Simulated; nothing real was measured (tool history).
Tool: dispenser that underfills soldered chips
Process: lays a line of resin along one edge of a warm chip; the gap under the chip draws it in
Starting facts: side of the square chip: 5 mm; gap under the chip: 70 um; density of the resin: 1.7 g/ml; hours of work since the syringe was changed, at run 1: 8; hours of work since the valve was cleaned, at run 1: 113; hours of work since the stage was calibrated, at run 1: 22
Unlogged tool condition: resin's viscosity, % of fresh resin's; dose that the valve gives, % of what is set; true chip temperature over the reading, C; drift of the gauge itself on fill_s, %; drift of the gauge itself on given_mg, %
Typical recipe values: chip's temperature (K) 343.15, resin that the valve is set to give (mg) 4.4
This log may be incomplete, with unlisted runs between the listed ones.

| run | hour | chip's temperature (K) | resin that the valve is set to give (mg) | hours of work since the syringe was changed | hours of work since the valve was cleaned | hours of work since the stage was calibrated | time until the resin shows at the far edge (s) | resin that the valve gave (mg) |
|---|---|---|---|---|---|---|---|---|
| 1 | 0 | 343.15 | 4.4 | 8 | 113 | 22 | 27.5 | 4.22 |
|  | 1.4 | new syringe of resin |
| 2 | 12.1 | 343.15 | 4.4 | 7 | 120 | 30 | 25.3 | 4.22 |
|  | 16.3 | new syringe of resin |
| 3 | 22.3 | 343.15 | 4.94 | 4 | 127 | 36 | 21.1 | 4.72 |
|  | 31.1 | new syringe of resin |
| 4 | 35.6 | 343.15 | 4.4 | 3 | 135 | 44 | 20.7 | 4.17 |
|  | 45.6 | new syringe of resin |
| 5 | 45.6 | 343.15 | 4.4 | 0 | 141 | 50 | 16.6 | 4.2 |
| 6 | 56.8 | 343.15 | 4.4 | 7 | 148 | 57 | 25.6 | 4.16 |
|  | 60.1 | new syringe of resin |
|  | 61.7 | dispensing valve cleaned and set on the balance |
| 7 | 69.4 | 343.15 | 4.4 | 5 | 5 | 64 | 22.9 | 4.41 |
|  | 76.3 | new syringe of resin |
| 8 | 83.2 | 343.15 | 4.4 | 4 | 13 | 73 | 21.7 | 4.41 |
|  | 91.1 | new syringe of resin |
| 9 | 96.3 | 331.15 | 4.4 | 3 | 21 | 81 | 37.3 | 4.36 |
| 10 | 103.7 | 343.15 | 4.4 | 8 | 26 | 85 | 27.5 | 4.37 |
|  | 106 | new syringe of resin |
| 11 | 117.8 | 343.15 | 5.02 | 7 | 34 | 94 | 26.4 | 4.97 |
|  | 121.3 | new syringe of resin |
| 12 | 132.3 | 343.15 | 5.02 | 7 | 43 | 103 | 25.6 | 4.98 |
|  | 136.2 | new syringe of resin |
| 13 | 139.6 | 336.15 | 4.4 | 2 | 48 | 107 | 28.1 | 4.34 |
|  | 150.5 | new syringe of resin |
| 14 | 151.6 | 336.15 | 4.4 | 1 | 55 | 114 | 25.3 | 4.33 |
|  | 165.1 | new syringe of resin |
| 15 | 165.1 | 343.15 | 4.93 | 0 | 63 | 123 | 16.6 | 4.8 |
| 16 | 174.6 | 343.15 | 4.93 | 6 | 69 | 129 | 24.5 | 4.8 |
|  | 179.5 | new syringe of resin |
| 17 | 184 | 332.15 | 4.4 | 3 | 75 | 134 | 35.2 | 4.29 |
|  | 193.8 | new syringe of resin |
| 18 | 194.5 | 332.15 | 4.4 | 0 | 81 | 141 | 29.6 | 4.29 |
|  | 208.6 | new syringe of resin |
| 19 | 208.6 | 332.15 | 4.4 | 0 | 90 | 149 | 29.4 | 4.29 |
| 20 | 221.7 | 356.15 | 4.31 | 8 | 98 | 158 | 16.2 | 4.13 |

Run 21 is up next; what results do you expect?
|  | 223.6 | new syringe of resin |
| 21 | 230.6 | 328.15 | 3.78 | 4 | 104 | 163 | ? | ? |

{"run 21": {"time until the resin shows at the far edge (s)": 50.8, "resin that the valve gave (mg)": 3.65}}
Had the tool carried no hidden state, the very same run would have given time until the resin shows at the far edge (s) 36.5, resin that the valve gave (mg) 3.78.
